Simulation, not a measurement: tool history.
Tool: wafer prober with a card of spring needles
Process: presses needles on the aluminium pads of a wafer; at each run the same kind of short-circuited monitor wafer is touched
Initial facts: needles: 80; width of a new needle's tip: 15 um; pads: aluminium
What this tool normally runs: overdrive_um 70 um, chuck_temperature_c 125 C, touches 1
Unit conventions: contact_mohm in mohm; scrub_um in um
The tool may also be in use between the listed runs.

Run 1, hour 0: usual settings. Result: contact_mohm 320 mohm, scrub_um 13.38 um.
At hour 0.8: tips cleaned on abrasive film.
Run 2, hour 8.8: usual settings but overdrive_um 64 um. Result: contact_mohm 316 mohm, scrub_um 12.24 um.
Run 3, hour 18.2: usual settings but overdrive_um 64 um. Result: contact_mohm 334 mohm, scrub_um 12.22 um.
At hour 21.1: tips cleaned on abrasive film.
At hour 26.6: height of the first contact set anew.
Run 4, hour 29.8: usual settings but overdrive_um 64 um. Result: contact_mohm 320 mohm, scrub_um 12.32 um.
Run 5, hour 38.1: usual settings but overdrive_um 64 um. Result: contact_mohm 332 mohm, scrub_um 12.31 um.
At hour 40.9: tips cleaned on abrasive film.
Run 6, hour 44: usual settings but chuck_temperature_c 110 C. Result: contact_mohm 299 mohm, scrub_um 13.41 um.
Run 7, hour 55.8: usual settings but chuck_temperature_c 110 C. Result: contact_mohm 315 mohm, scrub_um 13.42 um.
At hour 60.8: tips cleaned on abrasive film.
Run 8, hour 63.9: usual settings but overdrive_um 66 um, chuck_temperature_c 60 C, touches 2. Result: contact_mohm 284 mohm, scrub_um 12.66 um.
Run 9, hour 74.4: usual settings but overdrive_um 66 um, chuck_temperature_c 60 C, touches 2. Result: contact_mohm 295 mohm, scrub_um 12.65 um.
At hour 80.8: tips cleaned on abrasive film.
Run 10, hour 86.5: usual settings but overdrive_um 66 um, chuck_temperature_c 62 C, touches 2. Result: contact_mohm 285 mohm, scrub_um 12.65 um.
Run 11, hour 98.3: usual settings but overdrive_um 66 um, chuck_temperature_c 62 C, touches 2. Result: contact_mohm 298 mohm, scrub_um 12.65 um.
At hour 100.9: tips cleaned on abrasive film.
Run 12, hour 105.4: usual settings but overdrive_um 54 um, chuck_temperature_c 26 C. Result: contact_mohm 297 mohm, scrub_um 10.32 um.
Run 13, hour 116.9: usual settings but overdrive_um 82 um, chuck_temperature_c 25 C. Result: contact_mohm 286 mohm, scrub_um 15.69 um.

4 options for the next run, each taken on its own from the tool as it stands now. Forecast them:
At hour 120.7: tips cleaned on abrasive film.
Run A, hour 127.1: usual settings but overdrive_um 84 um, chuck_temperature_c 40 C. Result: contact_mohm ?, scrub_um ?.
At hour 120.7: tips cleaned on abrasive film.
Run B, hour 127.1: usual settings but overdrive_um 63 um. Result: contact_mohm ?, scrub_um ?.
At hour 120.7: tips cleaned on abrasive film.
Run C, hour 127.1: usual settings but overdrive_um 82 um, chuck_temperature_c 28 C, touches 3. Result: contact_mohm ?, scrub_um ?.
At hour 120.7: tips cleaned on abrasive film.
Run D, hour 127.1: usual settings but chuck_temperature_c 86 C. Result: contact_mohm ?, scrub_um ?.

run  contact_mohm  scrub_um
  A           283     16.08
  B           314     12.04
  C           264     15.69
  D           298      13.4
The same runs, with their run-to-run variation unchanged, on a tool lacking any hidden condition would have given:
run  contact_mohm  scrub_um
  A           268     16.14
  B           294     12.09
  C           259     15.74
  D           279     13.46
